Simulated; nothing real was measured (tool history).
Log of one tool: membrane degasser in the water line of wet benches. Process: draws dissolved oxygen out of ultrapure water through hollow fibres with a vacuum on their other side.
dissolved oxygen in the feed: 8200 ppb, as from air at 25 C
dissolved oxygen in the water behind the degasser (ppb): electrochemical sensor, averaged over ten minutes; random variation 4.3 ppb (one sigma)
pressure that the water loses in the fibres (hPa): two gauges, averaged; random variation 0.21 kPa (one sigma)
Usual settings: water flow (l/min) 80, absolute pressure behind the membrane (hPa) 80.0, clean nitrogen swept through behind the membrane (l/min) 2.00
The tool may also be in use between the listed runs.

run,day,water flow (l/min),absolute pressure behind the membrane (hPa),clean nitrogen swept through behind the membrane (l/min),dissolved oxygen in the water behind the degasser (ppb),pressure that the water loses in the fibres (hPa)
1,0.000,80,80.0,2.00,499.1,512.0
# day 0.625: vacuum gauge calibrated
2,2.429,80,51.4,2.00,275.3,506.8
3,5.142,80,51.4,2.00,276.7,506.4
4,9.008,80,189.9,2.00,1210.4,512.6
5,13.467,80,80.0,3.77,350.0,509.3
6,16.579,80,80.0,2.00,494.8,509.0
7,18.929,80,80.0,1.07,692.7,510.7
8,22.121,80,80.0,2.00,492.8,510.0
9,24.933,80,80.0,2.00,492.9,512.9
10,27.912,80,80.0,2.11,481.4,513.1
11,32.783,80,80.0,2.11,478.7,513.8
12,35.171,80,80.0,2.11,485.0,512.1
13,38.417,80,80.0,2.11,479.1,511.5
14,41.492,90,80.0,1.87,597.4,573.3
15,45.658,80,137.3,2.23,840.2,507.4
16,48.750,56,56.3,1.83,188.6,356.1
17,51.862,97,70.2,1.83,594.4,622.4

Forecast run 18:
18,55.029,105,80.7,3.30,?,?

{"run 18": {"dissolved oxygen in the water behind the degasser (ppb)": 584.9, "pressure that the water loses in the fibres (hPa)": 672.7}}
Without the tool's hidden state the same run would have given dissolved oxygen in the water behind the degasser (ppb) 555.3, pressure that the water loses in the fibres (hPa) 651.7.
